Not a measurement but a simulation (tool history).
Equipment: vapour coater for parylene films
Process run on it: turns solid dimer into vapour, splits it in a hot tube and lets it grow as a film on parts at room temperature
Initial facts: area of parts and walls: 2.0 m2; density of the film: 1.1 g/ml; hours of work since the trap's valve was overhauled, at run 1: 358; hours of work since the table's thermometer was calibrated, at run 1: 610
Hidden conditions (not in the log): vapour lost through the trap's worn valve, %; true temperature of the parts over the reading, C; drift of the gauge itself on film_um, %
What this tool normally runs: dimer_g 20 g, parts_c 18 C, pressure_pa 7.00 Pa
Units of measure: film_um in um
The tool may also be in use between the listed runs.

run,hour,dimer_g,parts_c,pressure_pa,hours of work since the trap's valve was overhauled,hours of work since the table's thermometer was calibrated,film_um
1,0.0,20,18,7.00,358,610,4.38
2,17.2,20,18,7.00,366,619,4.38
3,36.3,20,18,7.00,376,628,4.33
4,49.0,20,18,7.00,382,634,4.39
5,68.2,20,18,7.00,392,644,4.39
6,92.6,20,18,7.00,404,656,4.39
7,117.1,11,26,11.14,416,668,1.82
8,143.8,24,18,3.45,429,681,6.20
9,163.2,24,18,3.45,439,691,6.14

Forecast run 10:
10,177.2,24,18,3.45,445,698,?

{"run 10": {"film_um": 6.18}}
Were there no unlogged condition in the tool, this run, its random variation unchanged, would have produced film_um 6.71 um.

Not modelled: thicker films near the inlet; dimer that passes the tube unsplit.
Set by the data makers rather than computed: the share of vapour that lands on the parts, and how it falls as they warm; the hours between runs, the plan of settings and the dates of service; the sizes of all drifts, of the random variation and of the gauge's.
